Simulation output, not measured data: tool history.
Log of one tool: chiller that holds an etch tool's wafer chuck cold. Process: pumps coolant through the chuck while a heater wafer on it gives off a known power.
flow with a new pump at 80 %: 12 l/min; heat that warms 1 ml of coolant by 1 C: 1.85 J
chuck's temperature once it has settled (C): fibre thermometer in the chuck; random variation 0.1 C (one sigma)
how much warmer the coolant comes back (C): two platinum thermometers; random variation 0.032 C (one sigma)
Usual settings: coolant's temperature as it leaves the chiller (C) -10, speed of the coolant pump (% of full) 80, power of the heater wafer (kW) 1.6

run   hour  coolant's temperature as it leaves the chiller (C)  speed of the coolant pump (% of full)  power of the heater wafer (kW)  chuck's temperature once it has settled (C)  how much warmer the coolant comes back (C)
  1      0                                                 -10                                     80                             1.6                                          4.2                                        4.29
  2     29                                                 -10                                     80                             1.6                                          4.5                                         4.3
  3   53.9                                                 -10                                     80                             1.6                                          4.2                                        4.37
  4   85.1                                                 -10                                     80                           0.813                                         -2.9                                         2.2
  5  121.9                                                 -10                                     80                           0.813                                         -2.8                                        2.16
  6  146.5                                                 -10                                     61                             1.6                                          8.1                                        5.74
  7  184.7                                                 -10                                     80                             1.6                                          4.1                                        4.34
  8  220.8                                                 -10                                     80                             1.6                                          4.3                                        4.23
  9  248.7                                                 -10                                     80                             1.6                                          4.3                                        4.31
 10  269.4                                                 -10                                     86                           0.978                                         -1.9                                        2.51
 11  295.3                                                  -9                                     86                           1.597                                          4.3                                        3.99

Run 12 comes next. What will it give?
 12  326.2                                                 -10                                     86                           1.309                                            ?                                           ?

{"run 12": {"chuck's temperature once it has settled (C)": 0.9, "how much warmer the coolant comes back (C)": 3.33}}
Without the tool's hidden state the same run would have given chuck's temperature once it has settled (C) 0.9, how much warmer the coolant comes back (C) 3.33.

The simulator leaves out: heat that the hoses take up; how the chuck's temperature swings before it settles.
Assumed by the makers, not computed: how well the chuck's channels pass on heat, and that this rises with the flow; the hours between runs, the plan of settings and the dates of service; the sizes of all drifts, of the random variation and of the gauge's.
